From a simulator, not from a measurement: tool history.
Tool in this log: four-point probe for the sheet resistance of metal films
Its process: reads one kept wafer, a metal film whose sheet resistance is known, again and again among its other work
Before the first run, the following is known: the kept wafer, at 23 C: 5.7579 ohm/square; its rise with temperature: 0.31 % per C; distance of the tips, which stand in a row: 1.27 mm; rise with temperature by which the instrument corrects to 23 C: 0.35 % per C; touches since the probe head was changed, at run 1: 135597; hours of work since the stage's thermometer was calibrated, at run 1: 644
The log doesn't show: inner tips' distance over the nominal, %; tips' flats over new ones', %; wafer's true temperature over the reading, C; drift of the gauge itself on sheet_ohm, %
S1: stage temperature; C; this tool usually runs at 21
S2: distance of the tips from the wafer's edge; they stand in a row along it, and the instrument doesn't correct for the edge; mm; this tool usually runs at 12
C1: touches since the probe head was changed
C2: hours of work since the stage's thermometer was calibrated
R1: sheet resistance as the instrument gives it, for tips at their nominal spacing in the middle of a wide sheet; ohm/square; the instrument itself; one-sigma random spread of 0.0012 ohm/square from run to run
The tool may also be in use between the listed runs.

run,hour,S1,S2,C1,C2,R1
1,0.0,21,12,135597,644,5.800299
# hour 49.4: new probe head fitted
2,50.9,21,12,72,672,5.796980
3,101.7,21,10,2558,700,5.811830
4,137.2,21,11,4298,720,5.805179
5,192.1,31,12,6983,750,5.773184
6,224.4,31,12,8566,768,5.772664
7,263.9,31,12,10499,790,5.771945
8,326.7,19,12,13573,825,5.801758
9,364.1,21,12,15401,846,5.798664
10,405.8,31,12,17444,869,5.773294
11,451.7,31,12,19689,894,5.773268
12,506.7,31,12,22380,925,5.774047
13,540.6,21,12,24043,944,5.797390
14,600.0,21,12,26947,977,5.796227
15,658.0,21,7,29787,1009,5.864381
16,689.0,21,5,31307,1026,5.956404
17,737.0,21,5,33655,1053,5.955327
18,781.3,21,5,35825,1077,5.957522
19,820.3,21,5,37732,1099,5.958111
20,855.2,21,5,39440,1118,5.958318
21,899.3,21,12,41598,1143,5.797878
22,957.8,21,12,44462,1175,5.799043
23,1003.4,21,12,46692,1201,5.799212
24,1048.6,18,59,48905,1226,5.770375
25,1111.1,18,59,51966,1261,5.773771
26,1162.9,26,8,54503,1289,5.827048
27,1212.9,26,8,56950,1317,5.828050
28,1278.0,26,26,60134,1353,5.757428
29,1320.9,25,47,62233,1377,5.752893
30,1364.4,18,29,64361,1401,5.777099
31,1402.7,22,9,66240,1423,5.823711
32,1446.3,22,9,68372,1447,5.821484
33,1482.3,22,9,70132,1467,5.820540
34,1546.4,22,25,73274,1502,5.766026
35,1612.9,22,25,76528,1539,5.769695
36,1645.3,22,25,78115,1557,5.769799
37,1709.5,22,25,81255,1593,5.769033
38,1774.1,32,51,84416,1629,5.738674
39,1833.9,32,51,87346,1662,5.737670
40,1888.3,32,51,90009,1692,5.738426
41,1943.7,32,44,92716,1723,5.739328
42,1976.1,32,44,94304,1741,5.739293
43,2024.5,18,65,96674,1768,5.773590
44,2085.8,20,9,99672,1802,5.827797
45,2147.1,19,25,102673,1836,5.776459

Each row is a separate what-if for the run after 45, all from the same tool condition, not one after another. Results?
A,2189.1,21,10,104732,1859,?
B,2189.1,22,4,104732,1859,?
C,2189.1,25,58,104732,1859,?
D,2189.1,35,12,104732,1859,?

run,R1
A,5.812501
B,6.055914
C,5.753083
D,5.763145
Without the tool's hidden state the same runs would have given:
run,R1
A,5.812146
B,6.055545
C,5.752730
D,5.762789
